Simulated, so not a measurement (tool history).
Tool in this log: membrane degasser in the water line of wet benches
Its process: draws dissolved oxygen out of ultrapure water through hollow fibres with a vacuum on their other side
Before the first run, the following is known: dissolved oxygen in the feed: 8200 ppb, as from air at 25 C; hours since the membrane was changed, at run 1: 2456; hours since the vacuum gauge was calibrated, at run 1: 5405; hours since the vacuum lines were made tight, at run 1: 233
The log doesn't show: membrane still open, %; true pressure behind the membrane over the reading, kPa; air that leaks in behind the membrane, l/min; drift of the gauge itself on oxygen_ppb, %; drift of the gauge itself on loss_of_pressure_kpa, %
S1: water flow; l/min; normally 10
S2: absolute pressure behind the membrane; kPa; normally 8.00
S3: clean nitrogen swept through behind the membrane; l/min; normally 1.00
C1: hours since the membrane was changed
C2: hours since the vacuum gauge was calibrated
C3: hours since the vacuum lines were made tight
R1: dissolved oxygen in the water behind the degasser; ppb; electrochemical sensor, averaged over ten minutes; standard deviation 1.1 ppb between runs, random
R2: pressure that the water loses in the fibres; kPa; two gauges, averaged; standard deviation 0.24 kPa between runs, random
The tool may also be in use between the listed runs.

run	hour	S1	S2	S3	C1	C2	C3	R1	R2
1	0.0	10	8.00	1.00	2456	5405	233	114.3	63.35
2	214.2	10	8.00	1.00	2670	5619	447	114.1	63.17
3	569.1	10	8.00	1.00	3025	5974	802	115.5	63.15
4	805.8	10	8.00	1.00	3261	6211	1039	114.1	63.14
5	974.9	10	8.00	1.00	3431	6380	1208	116.1	63.32
6	1205.0	10	5.30	1.00	3661	6610	1438	52.8	63.38
7	1353.6	10	9.34	1.00	3809	6758	1587	145.2	63.59
8	1611.3	10	16.54	1.00	4067	7016	1844	309.0	63.35
9	1923.9	10	16.54	1.00	4379	7329	2157	309.1	63.28
10	2191.6	10	16.54	1.00	4647	7596	2425	304.0	63.18
11	2439.6	10	16.54	1.00	4895	7844	2673	310.5	63.25
# hour 2473.3: vacuum gauge calibrated
12	2592.8	10	16.54	1.00	5048	120	2825	307.0	63.57
13	2786.6	7	8.00	1.00	5242	313	3019	81.0	44.21
14	3125.9	12	17.82	1.00	5581	653	3358	399.7	76.30
15	3306.8	12	17.82	1.00	5762	834	3539	399.3	76.26
16	3675.1	10	5.61	0.48	6130	1202	3908	112.3	63.28
17	4022.1	10	5.61	0.48	6477	1549	4255	112.9	63.63
18	4221.9	9	9.68	2.67	6677	1749	4454	56.2	57.48
19	4434.8	7	5.07	1.24	6890	1962	4667	26.7	44.55
20	4735.8	7	5.07	1.24	7191	2263	4968	25.7	44.50
21	5094.8	10	15.29	1.04	7550	2621	5327	270.1	63.73
22	5313.7	10	15.29	1.04	7769	2840	5546	265.3	63.59
23	5540.1	10	15.29	1.04	7995	3067	5773	274.6	63.54
24	5689.9	15	8.87	0.78	8145	3217	5922	254.4	95.69
25	5875.4	16	10.28	0.40	8330	3402	6108	554.2	102.33
26	6153.1	16	10.28	0.40	8608	3680	6386	556.0	101.51

Each row is a separate what-if for the run after 26, all from the same tool condition, not one after another. Results?
A	6325.7	15	10.86	0.78	8781	3852	6558	?	?
B	6325.7	6	13.54	0.61	8781	3852	6558	?	?
C	6325.7	15	18.63	0.47	8781	3852	6558	?	?
D	6325.7	12	10.28	0.40	8781	3852	6558	?	?

run	R1	R2
A	332.4	95.05
B	236.9	38.33
C	946.6	95.27
D	436.1	76.28
Take away the tool's hidden state, keep each run's random variation, and the runs would have read:
run	R1	R2
A	332.2	94.96
B	236.8	38.29
C	946.5	95.18
D	435.9	76.21
